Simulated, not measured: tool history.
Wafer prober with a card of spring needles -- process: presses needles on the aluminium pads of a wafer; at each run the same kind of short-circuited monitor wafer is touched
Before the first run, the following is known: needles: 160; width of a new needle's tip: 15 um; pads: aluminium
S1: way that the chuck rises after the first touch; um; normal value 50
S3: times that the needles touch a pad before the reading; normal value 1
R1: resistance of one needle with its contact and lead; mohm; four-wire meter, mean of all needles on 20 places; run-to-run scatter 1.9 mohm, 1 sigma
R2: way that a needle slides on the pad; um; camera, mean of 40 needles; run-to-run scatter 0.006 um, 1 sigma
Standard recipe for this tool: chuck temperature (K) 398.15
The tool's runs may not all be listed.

{"run": 1, "hour": 0.0, "S1": 50, "chuck temperature (K)": 398.15, "S3": 1, "R1": 221, "R2": 10.416}
{"hour": 21.5, "done": "tips cleaned on abrasive film"}
{"hour": 43.4, "done": "tips cleaned on abrasive film"}
{"run": 2, "hour": 55.4, "S1": 50, "chuck temperature (K)": 398.15, "S3": 1, "R1": 243, "R2": 10.415}
{"hour": 65.8, "done": "tips cleaned on abrasive film"}
{"hour": 90.5, "done": "tips cleaned on abrasive film"}
{"hour": 115.2, "done": "tips cleaned on abrasive film"}
{"run": 3, "hour": 116.9, "S1": 50, "chuck temperature (K)": 398.15, "S3": 1, "R1": 217, "R2": 10.361}
{"hour": 140.3, "done": "tips cleaned on abrasive film"}
{"hour": 166.4, "done": "tips cleaned on abrasive film"}
{"run": 4, "hour": 166.6, "S1": 50, "chuck temperature (K)": 398.15, "S3": 1, "R1": 218, "R2": 10.337}
{"hour": 172.4, "done": "height of the first contact set anew"}
{"hour": 177.3, "done": "tips cleaned on abrasive film, once more"}
{"hour": 203.5, "done": "tips cleaned on abrasive film"}
{"hour": 229.2, "done": "tips cleaned on abrasive film"}
{"run": 5, "hour": 235.5, "S1": 50, "chuck temperature (K)": 398.15, "S3": 1, "R1": 236, "R2": 10.384}
{"hour": 254.9, "done": "tips cleaned on abrasive film"}
{"hour": 282.1, "done": "tips cleaned on abrasive film"}
{"hour": 308.2, "done": "tips cleaned on abrasive film"}
{"run": 6, "hour": 328.3, "S1": 34, "chuck temperature (K)": 398.15, "S3": 1, "R1": 299, "R2": 7.014}
{"hour": 333.8, "done": "tips cleaned on abrasive film"}
{"hour": 359.9, "done": "tips cleaned on abrasive film"}
{"hour": 365.6, "done": "height of the first contact set anew"}
{"hour": 386.5, "done": "tips cleaned on abrasive film"}
{"run": 7, "hour": 404.2, "S1": 34, "chuck temperature (K)": 398.15, "S3": 1, "R1": 297, "R2": 7.077}
{"hour": 409.8, "done": "tips cleaned on abrasive film"}
{"hour": 435.6, "done": "tips cleaned on abrasive film"}
{"hour": 461.1, "done": "tips cleaned on abrasive film"}
{"run": 8, "hour": 473.5, "S1": 34, "chuck temperature (K)": 398.15, "S3": 1, "R1": 299, "R2": 7.05}
{"hour": 484.0, "done": "tips cleaned on abrasive film"}
{"hour": 508.0, "done": "tips cleaned on abrasive film"}
{"hour": 534.1, "done": "tips cleaned on abrasive film"}
{"run": 9, "hour": 546.2, "S1": 34, "chuck temperature (K)": 398.15, "S3": 1, "R1": 284, "R2": 7.016}
{"hour": 556.6, "done": "tips cleaned on abrasive film"}
{"hour": 556.9, "done": "height of the first contact set anew"}
{"hour": 583.1, "done": "tips cleaned on abrasive film"}
{"hour": 609.4, "done": "tips cleaned on abrasive film"}
{"hour": 634.9, "done": "tips cleaned on abrasive film"}
{"run": 10, "hour": 637.7, "S1": 34, "chuck temperature (K)": 398.15, "S3": 1, "R1": 243, "R2": 7.059}
{"hour": 659.0, "done": "tips cleaned on abrasive film"}
{"hour": 681.0, "done": "tips cleaned on abrasive film"}
{"hour": 708.1, "done": "tips cleaned on abrasive film"}
{"run": 11, "hour": 716.0, "S1": 34, "chuck temperature (K)": 338.15, "S3": 1, "R1": 269, "R2": 7.019}
{"hour": 732.1, "done": "tips cleaned on abrasive film"}
{"hour": 748.8, "done": "height of the first contact set anew"}
{"hour": 759.8, "done": "tips cleaned on abrasive film"}
{"hour": 785.3, "done": "tips cleaned on abrasive film"}
{"run": 12, "hour": 801.0, "S1": 34, "chuck temperature (K)": 338.15, "S3": 1, "R1": 286, "R2": 7.064}
{"hour": 812.0, "done": "tips cleaned on abrasive film"}
{"hour": 838.2, "done": "tips cleaned on abrasive film"}
{"hour": 864.1, "done": "tips cleaned on abrasive film"}
{"run": 13, "hour": 874.7, "S1": 34, "chuck temperature (K)": 338.15, "S3": 1, "R1": 269, "R2": 7.04}
{"hour": 891.2, "done": "tips cleaned on abrasive film"}
{"hour": 917.4, "done": "tips cleaned on abrasive film"}
{"run": 14, "hour": 932.6, "S1": 33, "chuck temperature (K)": 398.15, "S3": 1, "R1": 301, "R2": 6.792}
{"hour": 938.4, "done": "height of the first contact set anew"}
{"hour": 943.9, "done": "tips cleaned on abrasive film"}
{"hour": 970.5, "done": "tips cleaned on abrasive film"}
{"hour": 993.0, "done": "tips cleaned on abrasive film"}
{"run": 15, "hour": 993.0, "S1": 66, "chuck temperature (K)": 398.15, "S3": 2, "R1": 207, "R2": 13.732}
{"hour": 1019.6, "done": "tips cleaned on abrasive film"}
{"hour": 1044.6, "done": "tips cleaned on abrasive film"}
{"run": 16, "hour": 1057.8, "S1": 66, "chuck temperature (K)": 398.15, "S3": 2, "R1": 220, "R2": 13.696}
{"hour": 1067.3, "done": "tips cleaned on abrasive film"}
{"hour": 1089.3, "done": "tips cleaned on abrasive film"}
{"hour": 1116.7, "done": "tips cleaned on abrasive film"}
{"hour": 1131.9, "done": "height of the first contact set anew"}
{"run": 17, "hour": 1134.4, "S1": 31, "chuck temperature (K)": 376.15, "S3": 2, "R1": 282, "R2": 6.463}
{"hour": 1139.9, "done": "tips cleaned on abrasive film"}
{"hour": 1166.2, "done": "tips cleaned on abrasive film"}
{"hour": 1191.2, "done": "tips cleaned on abrasive film"}
{"hour": 1217.1, "done": "tips cleaned on abrasive film"}
{"run": 18, "hour": 1217.1, "S1": 65, "chuck temperature (K)": 353.15, "S3": 1, "R1": 198, "R2": 13.493}
{"hour": 1244.0, "done": "tips cleaned on abrasive film"}
{"run": 19, "hour": 1255.3, "S1": 65, "chuck temperature (K)": 353.15, "S3": 1, "R1": 221, "R2": 13.491}
{"hour": 1266.3, "done": "tips cleaned on abrasive film"}
{"hour": 1293.0, "done": "tips cleaned on abrasive film"}
{"hour": 1320.4, "done": "tips cleaned on abrasive film"}
{"hour": 1326.2, "done": "height of the first contact set anew"}
{"hour": 1344.5, "done": "tips cleaned on abrasive film"}
{"run": 20, "hour": 1344.5, "S1": 65, "chuck temperature (K)": 353.15, "S3": 1, "R1": 198, "R2": 13.544}
{"hour": 1370.9, "done": "tips cleaned on abrasive film"}
{"hour": 1395.7, "done": "tips cleaned on abrasive film"}
{"run": 21, "hour": 1405.7, "S1": 65, "chuck temperature (K)": 353.15, "S3": 1, "R1": 220, "R2": 13.502}
{"hour": 1420.3, "done": "tips cleaned on abrasive film"}
{"hour": 1446.2, "done": "tips cleaned on abrasive film"}
{"hour": 1471.5, "done": "tips cleaned on abrasive film"}
{"run": 22, "hour": 1486.5, "S1": 52, "chuck temperature (K)": 353.15, "S3": 1, "R1": 239, "R2": 10.776}
{"hour": 1497.8, "done": "tips cleaned on abrasive film"}
{"hour": 1518.0, "done": "height of the first contact set anew"}
{"hour": 1523.6, "done": "tips cleaned on abrasive film"}
{"hour": 1550.1, "done": "tips cleaned on abrasive film"}
{"hour": 1574.0, "done": "tips cleaned on abrasive film"}
{"run": 23, "hour": 1574.0, "S1": 52, "chuck temperature (K)": 353.15, "S3": 1, "R1": 201, "R2": 10.814}
{"hour": 1600.4, "done": "tips cleaned on abrasive film"}
{"run": 24, "hour": 1615.1, "S1": 52, "chuck temperature (K)": 353.15, "S3": 1, "R1": 237, "R2": 10.799}
{"hour": 1624.9, "done": "tips cleaned on abrasive film"}
{"hour": 1651.1, "done": "tips cleaned on abrasive film"}
{"hour": 1677.8, "done": "tips cleaned on abrasive film"}
{"hour": 1703.7, "done": "tips cleaned on abrasive film"}
{"run": 25, "hour": 1707.0, "S1": 50, "chuck temperature (K)": 359.15, "S3": 2, "R1": 212, "R2": 10.339}
{"hour": 1711.8, "done": "height of the first contact set anew"}
{"hour": 1727.9, "done": "tips cleaned on abrasive film"}
{"hour": 1753.7, "done": "tips cleaned on abrasive film"}
{"run": 26, "hour": 1771.3, "S1": 50, "chuck temperature (K)": 359.15, "S3": 2, "R1": 227, "R2": 10.406}
{"hour": 1776.8, "done": "tips cleaned on abrasive film"}
{"hour": 1803.6, "done": "tips cleaned on abrasive film"}
{"run": 27, "hour": 1815.9, "S1": 33, "chuck temperature (K)": 393.15, "S3": 1, "R1": 296, "R2": 6.842}

Alternative continuations, all from the tool just after run 27; predict every row:
{"hour": 1826.5, "done": "tips cleaned on abrasive film"}
{"hour": 1853.5, "done": "tips cleaned on abrasive film"}
{"run": "A", "hour": 1869.7, "S1": 59, "chuck temperature (K)": 361.15, "S3": 3, "R1": "?", "R2": "?"}
{"hour": 1826.5, "done": "tips cleaned on abrasive film"}
{"hour": 1853.5, "done": "tips cleaned on abrasive film"}
{"run": "B", "hour": 1869.7, "S1": 39, "chuck temperature (K)": 398.15, "S3": 1, "R1": "?", "R2": "?"}
{"hour": 1826.5, "done": "tips cleaned on abrasive film"}
{"hour": 1853.5, "done": "tips cleaned on abrasive film"}
{"run": "C", "hour": 1869.7, "S1": 61, "chuck temperature (K)": 369.15, "S3": 1, "R1": "?", "R2": "?"}
{"hour": 1826.5, "done": "tips cleaned on abrasive film"}
{"hour": 1853.5, "done": "tips cleaned on abrasive film"}
{"run": "D", "hour": 1869.7, "S1": 57, "chuck temperature (K)": 393.15, "S3": 2, "R1": "?", "R2": "?"}
{"hour": 1826.5, "done": "tips cleaned on abrasive film"}
{"hour": 1853.5, "done": "tips cleaned on abrasive film"}
{"run": "E", "hour": 1869.7, "S1": 50, "chuck temperature (K)": 376.15, "S3": 1, "R1": "?", "R2": "?"}

run=A R1=213 R2=12.235
run=B R1=287 R2=8.062
run=C R1=232 R2=12.648
run=D R1=226 R2=11.816
run=E R1=254 R2=10.365
With the hidden condition removed and each run's random variation left untouched, the same runs would have given:
run=A R1=198 R2=12.301
run=B R1=214 R2=8.127
run=C R1=198 R2=12.714
run=D R1=203 R2=11.882
run=E R1=206 R2=10.430
